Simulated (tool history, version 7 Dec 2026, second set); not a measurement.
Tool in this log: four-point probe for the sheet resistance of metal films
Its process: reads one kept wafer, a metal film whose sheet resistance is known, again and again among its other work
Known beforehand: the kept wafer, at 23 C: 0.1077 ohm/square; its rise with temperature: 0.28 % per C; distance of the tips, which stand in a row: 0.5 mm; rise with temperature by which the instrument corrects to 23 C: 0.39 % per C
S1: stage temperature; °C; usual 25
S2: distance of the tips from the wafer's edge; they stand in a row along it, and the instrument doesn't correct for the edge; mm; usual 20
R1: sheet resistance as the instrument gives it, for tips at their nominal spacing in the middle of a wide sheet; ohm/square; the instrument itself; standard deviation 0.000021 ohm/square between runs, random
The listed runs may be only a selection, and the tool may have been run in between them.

Run 1, hour 0: usual settings. Result: R1 0.107478 ohm/square.
Run 2, hour 26.5: usual settings. Result: R1 0.10749 ohm/square.
Run 3, hour 52.4: usual settings. Result: R1 0.107493 ohm/square.
Run 4, hour 64.7: usual settings but S2 5 mm. Result: R1 0.10798 ohm/square.
Run 5, hour 77.9: usual settings but S2 5 mm. Result: R1 0.10803 ohm/square.
Run 6, hour 97.6: usual settings but S2 5 mm. Result: R1 0.108036 ohm/square.
Run 7, hour 121.5: usual settings but S2 5 mm. Result: R1 0.108009 ohm/square.
Run 8, hour 146.8: usual settings but S2 5 mm. Result: R1 0.108036 ohm/square.
Run 9, hour 168.7: usual settings but S1 28 °C, S2 5 mm. Result: R1 0.107677 ohm/square.
Run 10, hour 189.1: usual settings but S1 28 °C, S2 14 mm. Result: R1 0.107171 ohm/square.
Run 11, hour 216.3: usual settings but S1 28 °C, S2 14 mm. Result: R1 0.107164 ohm/square.
Run 12, hour 234.1: usual settings but S1 28 °C, S2 14 mm. Result: R1 0.107223 ohm/square.
Run 13, hour 260.6: usual settings but S1 28 °C, S2 14 mm. Result: R1 0.107168 ohm/square.
Run 14, hour 286.1: usual settings but S1 28 °C, S2 14 mm. Result: R1 0.107139 ohm/square.
Run 15, hour 304.3: usual settings but S1 28 °C, S2 14 mm. Result: R1 0.107159 ohm/square.
Run 16, hour 320.1: usual settings but S1 28 °C, S2 14 mm. Result: R1 0.107142 ohm/square.
Run 17, hour 343.3: usual settings but S1 28 °C, S2 14 mm. Result: R1 0.107167 ohm/square.
Run 18, hour 355.7: usual settings but S1 28 °C, S2 14 mm. Result: R1 0.107141 ohm/square.
Run 19, hour 373: usual settings but S1 21 °C. Result: R1 0.107918 ohm/square.
Run 20, hour 394.4: usual settings but S1 21 °C. Result: R1 0.10796 ohm/square.
Run 21, hour 415.4: usual settings. Result: R1 0.107508 ohm/square.
Run 22, hour 442.7: usual settings. Result: R1 0.107511 ohm/square.
Run 23, hour 467.4: usual settings. Result: R1 0.107446 ohm/square.
Run 24, hour 485.4: usual settings but S1 21 °C, S2 14 mm. Result: R1 0.108024 ohm/square.
Run 25, hour 504.7: usual settings but S1 26 °C, S2 41 mm. Result: R1 0.107346 ohm/square.
Run 26, hour 519.7: usual settings but S1 20 °C, S2 4 mm. Result: R1 0.108957 ohm/square.
Run 27, hour 532.6: usual settings but S1 20 °C, S2 4 mm. Result: R1 0.108972 ohm/square.
Run 28, hour 558.9: usual settings but S1 20 °C, S2 27 mm. Result: R1 0.10811 ohm/square.
Run 29, hour 570.4: usual settings but S1 20 °C, S2 27 mm. Result: R1 0.108076 ohm/square.
Run 30, hour 586.7: usual settings but S1 20 °C, S2 62 mm. Result: R1 0.108085 ohm/square.
Run 31, hour 612.4: usual settings but S1 20 °C, S2 62 mm. Result: R1 0.108036 ohm/square.
Run 32, hour 625.4: usual settings but S1 20 °C, S2 62 mm. Result: R1 0.108104 ohm/square.
Run 33, hour 636.8: usual settings but S1 22 °C, S2 8 mm. Result: R1 0.108065 ohm/square.
Run 34, hour 664.5: usual settings but S1 22 °C, S2 8 mm. Result: R1 0.108025 ohm/square.
Run 35, hour 688.7: usual settings but S1 22 °C, S2 8 mm. Result: R1 0.108064 ohm/square.
Run 36, hour 711.5: usual settings but S1 33 °C, S2 10 mm. Result: R1 0.106667 ohm/square.
Run 37, hour 733.8: usual settings but S1 21 °C. Result: R1 0.107996 ohm/square.
Run 38, hour 752.3: usual settings but S1 21 °C. Result: R1 0.107945 ohm/square.
Run 39, hour 767.8: usual settings but S1 21 °C, S2 19 mm. Result: R1 0.108004 ohm/square.
Run 40, hour 790.8: usual settings but S1 20 °C, S2 11 mm. Result: R1 0.108176 ohm/square.
Run 41, hour 804.9: usual settings but S1 28 °C, S2 11 mm. Result: R1 0.107217 ohm/square.
Run 42, hour 819.7: usual settings but S1 23 °C, S2 57 mm. Result: R1 0.107715 ohm/square.
Run 43, hour 836.4: usual settings but S1 23 °C, S2 47 mm. Result: R1 0.107705 ohm/square.
Run 44, hour 859.3: usual settings but S1 33 °C, S2 29 mm. Result: R1 0.106516 ohm/square.

3 options for the next run, each taken on its own from the tool as it stands now. Forecast them:
Run A, hour 883.7: usual settings but S2 12 mm. Result: R1 ?.
Run B, hour 883.7: usual settings but S1 29 °C, S2 62 mm. Result: R1 ?.
Run C, hour 883.7: usual settings but S1 34 °C, S2 4 mm. Result: R1 ?.

run        R1
  A  0.107527
  B  0.106943
  C  0.107299
Without the tool's hidden state the same runs would have given:
run        R1
  A  0.107536
  B  0.106952
  C  0.107308
